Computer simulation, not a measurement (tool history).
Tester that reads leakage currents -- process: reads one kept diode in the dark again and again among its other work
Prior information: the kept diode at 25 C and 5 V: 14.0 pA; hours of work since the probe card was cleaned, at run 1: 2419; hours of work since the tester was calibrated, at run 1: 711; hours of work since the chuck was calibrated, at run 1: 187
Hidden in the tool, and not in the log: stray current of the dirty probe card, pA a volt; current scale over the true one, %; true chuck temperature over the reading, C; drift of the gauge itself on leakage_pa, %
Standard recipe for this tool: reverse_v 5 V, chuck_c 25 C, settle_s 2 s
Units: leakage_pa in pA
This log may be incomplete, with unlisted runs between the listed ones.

| run | hour | reverse_v | chuck_c | settle_s | hours of work since the probe card was cleaned | hours of work since the tester was calibrated | hours of work since the chuck was calibrated | leakage_pa |
|---|---|---|---|---|---|---|---|---|
| 1 | 0 | 5 | 25 | 2 | 2419 | 711 | 187 | 20.91 |
| 2 | 36.9 | 5 | 25 | 2 | 2435 | 727 | 203 | 20.86 |
| 3 | 67 | 5 | 25 | 2 | 2449 | 740 | 217 | 21.05 |
| 4 | 94.2 | 5 | 25 | 2 | 2461 | 752 | 228 | 21.06 |
| 5 | 122.2 | 5 | 25 | 2 | 2473 | 764 | 241 | 21.08 |
| 6 | 169.4 | 5 | 25 | 2 | 2494 | 785 | 262 | 21.12 |
| 7 | 214.1 | 7.41 | 25 | 2 | 2513 | 805 | 281 | 28.02 |
| 8 | 244.9 | 10.34 | 25 | 2 | 2527 | 818 | 295 | 35.91 |
| 9 | 283 | 10.34 | 25 | 1.28 | 2544 | 835 | 312 | 36.57 |
| 10 | 332 | 5 | 25 | 8.87 | 2565 | 857 | 333 | 20.95 |
| 11 | 383.4 | 5 | 25 | 8.87 | 2588 | 879 | 356 | 20.72 |
| 12 | 419.8 | 5 | 25 | 2.29 | 2604 | 895 | 372 | 21.16 |

Run 13 is up next; what results do you expect?
| 13 | 471.4 | 7.64 | 51 | 0.58 | 2627 | 918 | 395 | ? |

{"run 13": {"leakage_pa": 148.98}}
Take away the tool's hidden state, keep the run-to-run variation as it was, and the same run would have given leakage_pa 141.87 pA.
